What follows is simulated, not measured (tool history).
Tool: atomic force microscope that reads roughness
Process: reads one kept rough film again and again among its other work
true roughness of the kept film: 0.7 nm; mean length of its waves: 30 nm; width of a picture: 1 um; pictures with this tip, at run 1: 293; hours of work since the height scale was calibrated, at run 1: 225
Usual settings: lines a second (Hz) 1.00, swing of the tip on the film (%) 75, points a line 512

run,hour,lines a second (Hz),swing of the tip on the film (%),points a line,pictures with this tip,hours of work since the height scale was calibrated,roughness of the kept film (nm (root mean square))
1,0.0,1.00,75,512,293,225,0.606
2,17.5,1.00,75,512,313,238,0.605
3,41.8,1.00,75,512,341,255,0.604
# hour 62.0: new tip fitted
4,62.0,1.00,75,512,0,269,0.630
5,86.3,1.00,75,512,28,286,0.635
6,109.1,1.00,75,512,55,302,0.631
7,126.8,1.00,75,512,75,315,0.625
8,137.5,1.38,75,512,87,323,0.616
9,148.4,1.38,75,512,100,330,0.614
10,158.8,1.38,75,512,112,338,0.613
11,182.7,1.00,75,281,139,355,0.615
12,200.3,1.00,75,281,160,367,0.606
13,217.7,1.00,75,281,180,379,0.609
14,230.5,3.12,75,512,194,388,0.554
15,247.6,1.00,57,512,214,401,0.637
16,261.8,1.00,57,512,230,411,0.635
17,279.9,1.00,57,512,251,424,0.627
18,301.0,1.00,57,739,275,438,0.632
19,314.5,2.88,75,512,291,448,0.544
20,326.4,2.88,75,512,305,457,0.543
21,344.9,2.88,75,512,326,470,0.547
22,360.8,2.88,75,512,344,481,0.541
23,372.1,2.88,75,512,357,489,0.545
# hour 375.3: height scale calibrated on a step standard
# hour 378.7: new tip fitted
24,385.1,2.79,75,512,8,7,0.572
25,400.7,2.79,75,512,26,18,0.572
26,415.8,1.00,60,334,43,28,0.646
27,432.0,2.06,56,729,62,40,0.639
28,442.7,2.06,65,601,74,47,0.616
# hour 458.3: height scale calibrated on a step standard, once more
29,464.1,2.66,61,769,97,4,0.622
30,486.0,2.66,60,514,123,20,0.622
31,510.4,3.29,72,309,151,37,0.562
32,521.0,3.29,72,309,163,45,0.562
33,534.3,0.92,67,309,178,54,0.622
34,551.5,0.92,67,309,198,66,0.628
35,569.9,0.92,67,309,219,79,0.613
36,581.0,0.58,80,488,232,87,0.619
37,601.4,3.08,88,939,255,102,0.489
38,620.4,1.92,88,761,277,115,0.539
39,633.6,3.05,85,781,292,124,0.501
40,648.5,3.05,56,508,310,135,0.612
41,666.6,3.58,77,435,330,148,0.519
42,681.2,2.06,79,512,347,158,0.554
# hour 695.4: new tip fitted
43,699.3,0.90,85,761,4,171,0.620
44,712.2,0.78,57,261,19,180,0.645

How the hidden state differs across the entries between the runs, from the last listed run before each to the first after it:
Between runs 3 and 4: new tip fitted (hour 62.0)
  radius of the tip, nm: 30.8 -> 10.5; height scale over the true one, %: -0.49 -> -0.5
  measured less the result without the state, roughness of the kept film (nm (root mean square)): -0.040 -> -0.004
Between runs 23 and 24: height scale calibrated on a step standard (hour 375.3); new tip fitted (hour 378.7)
  radius of the tip, nm: 32.1 -> 10.6; height scale over the true one, %: -0.79 -> -1.23
  measured less the result without the state, roughness of the kept film (nm (root mean square)): -0.041 -> -0.008
Between runs 28 and 29: height scale calibrated on a step standard, once more (hour 458.3)
  radius of the tip, nm: 14.7 -> 16.1; height scale over the true one, %: -1.28 -> -0.08
  measured less the result without the state, roughness of the kept film (nm (root mean square)): -0.017 -> -0.012
Between runs 42 and 43: new tip fitted (hour 695.4)
  radius of the tip, nm: 31.1 -> 10.4; height scale over the true one, %: -0.29 -> -0.31
  measured less the result without the state, roughness of the kept film (nm (root mean square)): -0.037 -> -0.003
